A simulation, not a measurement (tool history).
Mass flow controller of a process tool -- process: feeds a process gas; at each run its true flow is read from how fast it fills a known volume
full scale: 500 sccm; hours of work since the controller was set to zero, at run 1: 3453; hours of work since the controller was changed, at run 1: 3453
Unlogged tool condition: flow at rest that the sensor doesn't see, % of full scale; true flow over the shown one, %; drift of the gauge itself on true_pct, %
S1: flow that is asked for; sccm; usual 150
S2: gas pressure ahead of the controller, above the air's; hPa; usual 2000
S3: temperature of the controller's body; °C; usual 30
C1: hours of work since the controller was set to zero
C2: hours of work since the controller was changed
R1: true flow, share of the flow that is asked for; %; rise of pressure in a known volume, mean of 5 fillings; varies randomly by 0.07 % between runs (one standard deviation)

{"run": 1, "hour": 0.0, "S1": 150, "S2": 2000, "S3": 30, "C1": 3453, "C2": 3453, "R1": 97.61}
{"run": 2, "hour": 277.9, "S1": 150, "S2": 1410, "S3": 30, "C1": 3573, "C2": 3573, "R1": 97.78}
{"run": 3, "hour": 484.6, "S1": 150, "S2": 1410, "S3": 30, "C1": 3662, "C2": 3662, "R1": 97.67}
{"run": 4, "hour": 651.1, "S1": 150, "S2": 1410, "S3": 30, "C1": 3734, "C2": 3734, "R1": 97.66}
{"run": 5, "hour": 848.4, "S1": 150, "S2": 1410, "S3": 30, "C1": 3819, "C2": 3819, "R1": 97.7}
{"run": 6, "hour": 1106.6, "S1": 150, "S2": 1410, "S3": 30, "C1": 3930, "C2": 3930, "R1": 97.73}
{"run": 7, "hour": 1275.3, "S1": 150, "S2": 2000, "S3": 30, "C1": 4003, "C2": 4003, "R1": 97.45}
{"run": 8, "hour": 1468.5, "S1": 150, "S2": 2000, "S3": 30, "C1": 4086, "C2": 4086, "R1": 97.74}
{"run": 9, "hour": 1708.2, "S1": 150, "S2": 2000, "S3": 30, "C1": 4189, "C2": 4189, "R1": 97.72}
{"run": 10, "hour": 1976.5, "S1": 150, "S2": 2000, "S3": 30, "C1": 4305, "C2": 4305, "R1": 97.67}
{"run": 11, "hour": 2106.2, "S1": 150, "S2": 2000, "S3": 30, "C1": 4361, "C2": 4361, "R1": 97.62}
{"run": 12, "hour": 2296.1, "S1": 150, "S2": 2000, "S3": 30, "C1": 4442, "C2": 4442, "R1": 97.66}
{"run": 13, "hour": 2540.4, "S1": 150, "S2": 2000, "S3": 30, "C1": 4548, "C2": 4548, "R1": 97.51}
{"run": 14, "hour": 2701.5, "S1": 150, "S2": 2000, "S3": 30, "C1": 4617, "C2": 4617, "R1": 97.71}
{"run": 15, "hour": 2829.4, "S1": 321, "S2": 2000, "S3": 30, "C1": 4672, "C2": 4672, "R1": 98.65}
{"run": 16, "hour": 3102.7, "S1": 321, "S2": 2000, "S3": 30, "C1": 4790, "C2": 4790, "R1": 98.59}
{"run": 17, "hour": 3334.7, "S1": 321, "S2": 2000, "S3": 30, "C1": 4890, "C2": 4890, "R1": 98.55}
{"run": 18, "hour": 3458.1, "S1": 150, "S2": 2130, "S3": 30, "C1": 4943, "C2": 4943, "R1": 97.62}
{"run": 19, "hour": 3646.1, "S1": 150, "S2": 2130, "S3": 30, "C1": 5024, "C2": 5024, "R1": 97.72}
{"run": 20, "hour": 3808.0, "S1": 150, "S2": 2130, "S3": 30, "C1": 5094, "C2": 5094, "R1": 97.59}
{"run": 21, "hour": 3991.1, "S1": 150, "S2": 2000, "S3": 22, "C1": 5173, "C2": 5173, "R1": 98.39}
{"run": 22, "hour": 4173.9, "S1": 150, "S2": 1790, "S3": 30, "C1": 5252, "C2": 5252, "R1": 97.6}
{"run": 23, "hour": 4387.1, "S1": 150, "S2": 1790, "S3": 30, "C1": 5344, "C2": 5344, "R1": 97.67}
{"run": 24, "hour": 4528.6, "S1": 150, "S2": 1790, "S3": 30, "C1": 5405, "C2": 5405, "R1": 97.7}
{"run": 25, "hour": 4672.3, "S1": 227, "S2": 2000, "S3": 22, "C1": 5466, "C2": 5466, "R1": 98.73}
{"run": 26, "hour": 4948.9, "S1": 150, "S2": 1630, "S3": 30, "C1": 5586, "C2": 5586, "R1": 97.67}
{"run": 27, "hour": 5080.8, "S1": 150, "S2": 1630, "S3": 38, "C1": 5643, "C2": 5643, "R1": 97.02}
{"hour": 5124.8, "done": "controller's zero set anew"}
{"run": 28, "hour": 5316.4, "S1": 150, "S2": 1630, "S3": 38, "C1": 83, "C2": 5744, "R1": 97.09}
{"run": 29, "hour": 5576.9, "S1": 150, "S2": 1630, "S3": 32, "C1": 195, "C2": 5856, "R1": 97.5}
{"run": 30, "hour": 5826.5, "S1": 109, "S2": 1950, "S3": 39, "C1": 302, "C2": 5964, "R1": 96.59}
{"run": 31, "hour": 6004.7, "S1": 86, "S2": 2000, "S3": 27, "C1": 379, "C2": 6040, "R1": 97.51}
{"run": 32, "hour": 6191.0, "S1": 55, "S2": 2000, "S3": 35, "C1": 460, "C2": 6121, "R1": 96.64}
{"run": 33, "hour": 6442.1, "S1": 55, "S2": 2000, "S3": 35, "C1": 568, "C2": 6229, "R1": 96.76}
{"run": 34, "hour": 6657.4, "S1": 420, "S2": 2390, "S3": 36, "C1": 660, "C2": 6322, "R1": 98.53}
{"run": 35, "hour": 6836.4, "S1": 408, "S2": 2010, "S3": 36, "C1": 738, "C2": 6399, "R1": 98.54}
{"run": 36, "hour": 7114.1, "S1": 408, "S2": 2010, "S3": 36, "C1": 857, "C2": 6519, "R1": 98.53}
{"run": 37, "hour": 7321.4, "S1": 150, "S2": 1420, "S3": 22, "C1": 947, "C2": 6608, "R1": 98.47}
{"run": 38, "hour": 7566.6, "S1": 65, "S2": 2780, "S3": 39, "C1": 1052, "C2": 6714, "R1": 96.12}
{"run": 39, "hour": 7763.4, "S1": 150, "S2": 1950, "S3": 28, "C1": 1137, "C2": 6798, "R1": 97.92}
{"run": 40, "hour": 7953.6, "S1": 150, "S2": 1440, "S3": 30, "C1": 1219, "C2": 6880, "R1": 97.7}
{"run": 41, "hour": 8099.9, "S1": 173, "S2": 1740, "S3": 30, "C1": 1282, "C2": 6943, "R1": 97.72}
{"run": 42, "hour": 8306.6, "S1": 173, "S2": 1740, "S3": 30, "C1": 1371, "C2": 7032, "R1": 97.65}
{"run": 43, "hour": 8522.8, "S1": 173, "S2": 1740, "S3": 30, "C1": 1464, "C2": 7126, "R1": 97.74}

What will run 44 give?
{"run": 44, "hour": 8762.0, "S1": 173, "S2": 1740, "S3": 30, "C1": 1567, "C2": 7229, "R1": "?"}

R1: 97.81 %
Minus the tool's unlogged condition, the same run would have read R1 97.8 %.
